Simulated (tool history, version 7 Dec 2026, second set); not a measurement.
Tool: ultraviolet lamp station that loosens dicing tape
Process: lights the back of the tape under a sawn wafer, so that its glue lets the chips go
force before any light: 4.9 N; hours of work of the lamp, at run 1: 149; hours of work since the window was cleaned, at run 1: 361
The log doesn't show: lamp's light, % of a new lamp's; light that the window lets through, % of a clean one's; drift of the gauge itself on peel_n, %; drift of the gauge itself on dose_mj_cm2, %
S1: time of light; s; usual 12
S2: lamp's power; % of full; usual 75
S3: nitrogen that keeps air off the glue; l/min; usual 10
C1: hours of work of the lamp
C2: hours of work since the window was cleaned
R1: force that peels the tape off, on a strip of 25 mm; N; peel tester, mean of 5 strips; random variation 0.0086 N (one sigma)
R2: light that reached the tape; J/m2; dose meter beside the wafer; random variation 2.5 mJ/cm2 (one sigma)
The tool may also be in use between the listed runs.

run   hour  S1  S2  S3   C1   C2     R1    R2
  1    0.0  12  75  10  149  361  0.459  2650
  2   34.5  12  75  10  165  376  0.469  2630
  3   55.8  11  75  10  174  386  0.553  2400
  4   85.9  11  75  10  188  399  0.538  2390
  5  121.5  11  75  10  204  415  0.569  2360
     125.4  -- window cleaned of glue's vapour
  6  142.0  11  75  10  213    7  0.621  2190
  7  167.4  12  90  10  224   19  0.386  2930
  8  191.9  12  75  18  235   30  0.485  2420
  9  218.5  12  75  18  247   42  0.461  2360
 10  241.0  12  75   9  257   52  0.568  2400
     279.7  -- window cleaned of glue's vapour, once more
 11  284.3  12  75   9  276    2  0.428  2820
 12  320.2  20  85  10  292   18  0.176  5310
 13  353.3  11  75  12  307   33  0.471  2520
 14  374.6  23  75  14  317   42  0.194  5320
 15  412.4  12  63   6  334   59  0.703  2310
 16  452.9  17  72   4  352   78  0.361  3630
 17  486.3  20  74   4  367   92  0.284  4400
 18  524.4  12  75  10  384  110  0.457  2640

4 ways to go on from here, each from the tool as it stands after run 18. What would each give?
  A  551.3  23  94  15  396  122   ?   ?
  B  551.3  12  75   3  396  122   ?   ?
  C  551.3  19  75  10  396  122   ?   ?
  D  551.3   6  75   4  396  122   ?   ?

run     R1    R2
  A  0.175  6300
  B  0.728  2610
  C  0.237  4170
  D  1.665  1300
Without the tool's hidden state the same runs would have given:
run     R1    R2
  A  0.172  7510
  B  0.542  3120
  C  0.203  4970
  D  1.370  1560
